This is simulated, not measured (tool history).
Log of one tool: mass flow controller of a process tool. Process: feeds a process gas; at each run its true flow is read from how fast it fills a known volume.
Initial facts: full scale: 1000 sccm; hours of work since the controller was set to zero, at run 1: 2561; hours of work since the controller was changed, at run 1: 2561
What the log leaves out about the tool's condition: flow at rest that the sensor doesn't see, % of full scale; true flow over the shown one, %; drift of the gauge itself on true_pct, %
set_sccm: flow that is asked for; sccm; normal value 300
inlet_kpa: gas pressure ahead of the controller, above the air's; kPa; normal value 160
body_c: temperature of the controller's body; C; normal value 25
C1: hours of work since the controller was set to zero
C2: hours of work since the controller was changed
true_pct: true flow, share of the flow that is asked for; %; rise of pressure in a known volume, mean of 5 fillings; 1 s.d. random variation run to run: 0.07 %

run 1 day=0 | set_sccm=300 inlet_kpa=160 body_c=25 | C1=2561 C2=2561 | true_pct=97.69
run 2 day=12.617 | set_sccm=300 inlet_kpa=160 body_c=25 | C1=2694 C2=2694 | true_pct=97.73
run 3 day=27.175 | set_sccm=300 inlet_kpa=160 body_c=25 | C1=2848 C2=2848 | true_pct=97.61
run 4 day=43.15 | set_sccm=300 inlet_kpa=160 body_c=25 | C1=3017 C2=3017 | true_pct=97.44
run 5 day=61.888 | set_sccm=300 inlet_kpa=160 body_c=25 | C1=3216 C2=3216 | true_pct=97.58
run 6 day=80.475 | set_sccm=300 inlet_kpa=160 body_c=25 | C1=3413 C2=3413 | true_pct=97.52
run 7 day=99.079 | set_sccm=300 inlet_kpa=160 body_c=39 | C1=3610 C2=3610 | true_pct=98.08
run 8 day=109.821 | set_sccm=300 inlet_kpa=160 body_c=25 | C1=3723 C2=3723 | true_pct=97.41
run 9 day=125.825 | set_sccm=300 inlet_kpa=160 body_c=25 | C1=3893 C2=3893 | true_pct=97.32
run 10 day=135.738 | set_sccm=300 inlet_kpa=160 body_c=25 | C1=3998 C2=3998 | true_pct=97.46
run 11 day=155.029 | set_sccm=300 inlet_kpa=160 body_c=25 | C1=4202 C2=4202 | true_pct=97.37
run 12 day=173.5 | set_sccm=300 inlet_kpa=268 body_c=25 | C1=4398 C2=4398 | true_pct=97.77
run 13 day=195.208 | set_sccm=300 inlet_kpa=268 body_c=25 | C1=4627 C2=4627 | true_pct=97.75
run 14 day=204.558 | set_sccm=300 inlet_kpa=268 body_c=25 | C1=4726 C2=4726 | true_pct=97.64
run 15 day=226.358 | set_sccm=300 inlet_kpa=268 body_c=25 | C1=4957 C2=4957 | true_pct=97.6
run 16 day=244.654 | set_sccm=300 inlet_kpa=154 body_c=25 | C1=5151 C2=5151 | true_pct=97.1
run 17 day=262.525 | set_sccm=300 inlet_kpa=154 body_c=25 | C1=5340 C2=5340 | true_pct=97.04
run 18 day=280.033 | set_sccm=300 inlet_kpa=160 body_c=25 | C1=5526 C2=5526 | true_pct=97.01
run 19 day=294.796 | set_sccm=300 inlet_kpa=254 body_c=25 | C1=5682 C2=5682 | true_pct=97.41
run 20 day=307.854 | set_sccm=300 inlet_kpa=254 body_c=25 | C1=5820 C2=5820 | true_pct=97.32
run 21 day=324.688 | set_sccm=300 inlet_kpa=181 body_c=25 | C1=5998 C2=5998 | true_pct=97.04
run 22 day=339.05 | set_sccm=300 inlet_kpa=181 body_c=25 | C1=6151 C2=6151 | true_pct=97.04
run 23 day=348.246 | set_sccm=300 inlet_kpa=181 body_c=25 | C1=6248 C2=6248 | true_pct=96.99
run 24 day=367.833 | set_sccm=300 inlet_kpa=181 body_c=25 | C1=6455 C2=6455 | true_pct=96.97
run 25 day=378.542 | set_sccm=300 inlet_kpa=181 body_c=25 | C1=6569 C2=6569 | true_pct=96.89
run 26 day=394.233 | set_sccm=300 inlet_kpa=277 body_c=39 | C1=6735 C2=6735 | true_pct=97.98
run 27 day=414.525 | set_sccm=640 inlet_kpa=155 body_c=28 | C1=6950 C2=6950 | true_pct=97.91
run 28 day=435.983 | set_sccm=640 inlet_kpa=182 body_c=28 | C1=7177 C2=7177 | true_pct=97.99
run 29 day=452.617 | set_sccm=300 inlet_kpa=187 body_c=25 | C1=7353 C2=7353 | true_pct=96.69
run 30 day=469.083 | set_sccm=300 inlet_kpa=187 body_c=25 | C1=7527 C2=7527 | true_pct=96.79
-- day=471.792 controller's zero set anew
run 31 day=489.317 | set_sccm=117 inlet_kpa=142 body_c=39 | C1=186 C2=7741 | true_pct=96.63
run 32 day=503.638 | set_sccm=300 inlet_kpa=199 body_c=25 | C1=337 C2=7893 | true_pct=96.54
run 33 day=514.438 | set_sccm=300 inlet_kpa=199 body_c=25 | C1=452 C2=8007 | true_pct=96.72
run 34 day=536.304 | set_sccm=295 inlet_kpa=229 body_c=24 | C1=683 C2=8239 | true_pct=96.67
run 35 day=556.654 | set_sccm=295 inlet_kpa=229 body_c=24 | C1=899 C2=8454 | true_pct=96.6
run 36 day=566.896 | set_sccm=686 inlet_kpa=218 body_c=28 | C1=1007 C2=8563 | true_pct=98.01
-- day=584.858 gauge calibrated
run 37 day=588.121 | set_sccm=686 inlet_kpa=218 body_c=28 | C1=1232 C2=8788 | true_pct=99.26
run 38 day=601.925 | set_sccm=938 inlet_kpa=189 body_c=28 | C1=1378 C2=8934 | true_pct=99.96
run 39 day=615.838 | set_sccm=938 inlet_kpa=150 body_c=28 | C1=1525 C2=9081 | true_pct=99.52
run 40 day=627.2 | set_sccm=754 inlet_kpa=236 body_c=29 | C1=1646 C2=9201 | true_pct=99.47
run 41 day=643.883 | set_sccm=847 inlet_kpa=241 body_c=38 | C1=1822 C2=9378 | true_pct=100.14
run 42 day=666.042 | set_sccm=300 inlet_kpa=197 body_c=25 | C1=2057 C2=9613 | true_pct=97.69
run 43 day=676.012 | set_sccm=621 inlet_kpa=147 body_c=25 | C1=2162 C2=9718 | true_pct=98.33
run 44 day=691.825 | set_sccm=324 inlet_kpa=160 body_c=30 | C1=2330 C2=9886 | true_pct=97.73
run 45 day=707.871 | set_sccm=811 inlet_kpa=208 body_c=37 | C1=2500 C2=10055 | true_pct=99.6
run 46 day=722.133 | set_sccm=107 inlet_kpa=268 body_c=25 | C1=2651 C2=10206 | true_pct=97.24
run 47 day=741.192 | set_sccm=107 inlet_kpa=268 body_c=25 | C1=2853 C2=10408 | true_pct=97.14

Hidden condition of the tool, last listed run before each entry between runs versus first listed run after:
Logged between run 30 and run 31: controller's zero set anew (day 471.792)
  flow at rest that the sensor doesn't see, % of full scale: 0.007 -> 0.001; drift of the gauge itself on true_pct, %: -1.06 -> -1.1
  difference, measured minus the result without the unlogged condition, true_pct: -1.03 -> -1.09 %
Logged between run 36 and run 37: gauge calibrated (day 584.858)
  drift of the gauge itself on true_pct, %: -1.28 -> -0.01
  difference, measured minus the result without the unlogged condition, true_pct: -1.28 -> -0.02 %
